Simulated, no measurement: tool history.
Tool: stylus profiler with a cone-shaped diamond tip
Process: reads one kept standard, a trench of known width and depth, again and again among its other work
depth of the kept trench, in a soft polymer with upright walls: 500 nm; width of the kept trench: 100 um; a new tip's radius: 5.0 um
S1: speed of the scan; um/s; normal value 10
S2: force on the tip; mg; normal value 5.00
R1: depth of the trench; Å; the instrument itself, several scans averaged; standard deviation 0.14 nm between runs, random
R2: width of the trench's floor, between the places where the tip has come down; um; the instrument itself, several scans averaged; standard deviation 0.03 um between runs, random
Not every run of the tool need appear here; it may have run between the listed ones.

| run | hour | S1 | S2 | R1 | R2 |
|---|---|---|---|---|---|
| 1 | 0.0 | 10 | 5.00 | 5059.9 | 95.61 |
| 2 | 72.8 | 10 | 5.00 | 5059.9 | 95.61 |
| 3 | 118.7 | 10 | 5.00 | 5060.9 | 95.63 |
| 4 | 168.7 | 10 | 5.00 | 5060.6 | 95.60 |
| 5 | 241.1 | 10 | 5.00 | 5061.0 | 95.61 |
| 6 | 278.5 | 10 | 4.80 | 5058.8 | 95.63 |
| 7 | 312.2 | 10 | 4.80 | 5061.0 | 95.60 |
| 8 | 382.7 | 10 | 5.00 | 5060.9 | 95.59 |
| 9 | 447.1 | 10 | 10.68 | 5104.0 | 95.60 |
| 10 | 482.7 | 10 | 10.68 | 5098.4 | 95.59 |
| 11 | 561.7 | 10 | 10.68 | 5098.2 | 95.63 |
| 12 | 623.7 | 10 | 10.68 | 5100.3 | 95.59 |
| 13 | 700.6 | 10 | 2.24 | 5036.3 | 95.61 |
| 14 | 782.1 | 10 | 5.00 | 5062.0 | 95.60 |
| 15 | 828.6 | 10 | 5.00 | 5060.5 | 95.61 |
| 16 | 907.7 | 10 | 5.00 | 5062.5 | 95.58 |
| 17 | 973.7 | 10 | 3.09 | 5042.9 | 95.52 |
| 18 | 1042.6 | 32 | 8.56 | 5085.4 | 95.55 |
| 19 | 1118.3 | 10 | 3.16 | 5044.4 | 95.63 |
| 20 | 1162.7 | 10 | 3.16 | 5045.4 | 95.57 |
| 21 | 1218.1 | 10 | 3.16 | 5043.4 | 95.55 |
| 22 | 1284.7 | 14 | 3.30 | 5047.0 | 95.59 |
| 23 | 1331.5 | 14 | 3.30 | 5045.8 | 95.59 |
| 24 | 1399.7 | 4 | 2.31 | 5037.1 | 95.68 |
|  | 1404.5 | height scale calibrated on a step standard |
| 25 | 1443.9 | 38 | 2.19 | 5037.6 | 95.47 |
| 26 | 1514.1 | 38 | 2.19 | 5035.8 | 95.42 |
| 27 | 1551.1 | 38 | 2.19 | 5035.5 | 95.51 |
| 28 | 1624.1 | 3 | 10.36 | 5100.0 | 95.63 |
| 29 | 1701.0 | 2 | 10.36 | 5099.9 | 95.61 |
| 30 | 1766.9 | 2 | 10.36 | 5099.7 | 95.60 |
| 31 | 1823.6 | 5 | 3.29 | 5045.9 | 95.59 |
| 32 | 1897.5 | 17 | 7.30 | 5075.9 | 95.53 |
| 33 | 1978.3 | 39 | 3.99 | 5050.9 | 95.45 |

3 options for the next run, each taken on its own from the tool as it stands now. Forecast them:
| A | 2041.5 | 10 | 8.51 | ? | ? |
| B | 2041.5 | 10 | 5.66 | ? | ? |
| C | 2041.5 | 2 | 5.00 | ? | ? |

| run | R1 | R2 |
|---|---|---|
| A | 5085.8 | 95.61 |
| B | 5065.5 | 95.54 |
| C | 5061.4 | 95.60 |
Without the tool's unlogged condition, the same runs would have read:
| run | R1 | R2 |
|---|---|---|
| A | 5085.9 | 95.64 |
| B | 5065.6 | 95.56 |
| C | 5061.4 | 95.62 |
